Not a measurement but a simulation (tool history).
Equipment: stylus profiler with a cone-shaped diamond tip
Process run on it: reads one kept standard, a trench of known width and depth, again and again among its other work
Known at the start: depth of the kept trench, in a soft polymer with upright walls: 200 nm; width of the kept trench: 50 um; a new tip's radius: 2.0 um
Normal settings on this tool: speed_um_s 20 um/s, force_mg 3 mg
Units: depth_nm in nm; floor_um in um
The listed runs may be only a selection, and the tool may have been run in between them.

run    hour  speed_um_s  force_mg  depth_nm  floor_um
  1       0          20         3    202.74      47.7
  2      48           7         3    202.74     47.77
  3     135          64         3    202.59     47.44
  4   216.4          74         3    204.01      47.9
  5   276.9          74         3    203.81     47.92
  6   342.9          20         3    203.68     48.11
  7   424.3          20         3    203.81     48.18
  8     503          20         3    203.72     48.11
  9     550          20         3     203.6      48.1
 10   609.6          68         3    203.74     47.89
 11   703.1           9      2.94    203.58     48.14
 12   755.9           7      1.51    202.39     48.14
 13     845          28      8.35    207.64     48.09
 14   912.9          63      4.44    204.87      47.9
 15    1015          16      2.89    203.48     48.08
 16  1098.6          20      7.97    207.06     48.02
 17  1140.5          43      7.31    206.82     47.94
 18  1229.4           6      2.67    203.25     48.07
 19  1290.8           6      2.67    203.23     48.07

Taken out of this log: 1 entry between the listed runs. Where each belongs, and how the hidden state differs across it:
Run 3 -> run 4: new tip fitted, height scale calibrated (hour 208.4)
  radius of the tip, um: 3.22 -> 1.94; height scale over the true one, %: -0.635 -> -0.017
  measured less the result without the state, depth_nm: -1.3 -> -0.04 nm; floor_um: -0.5 -> +0.03 um
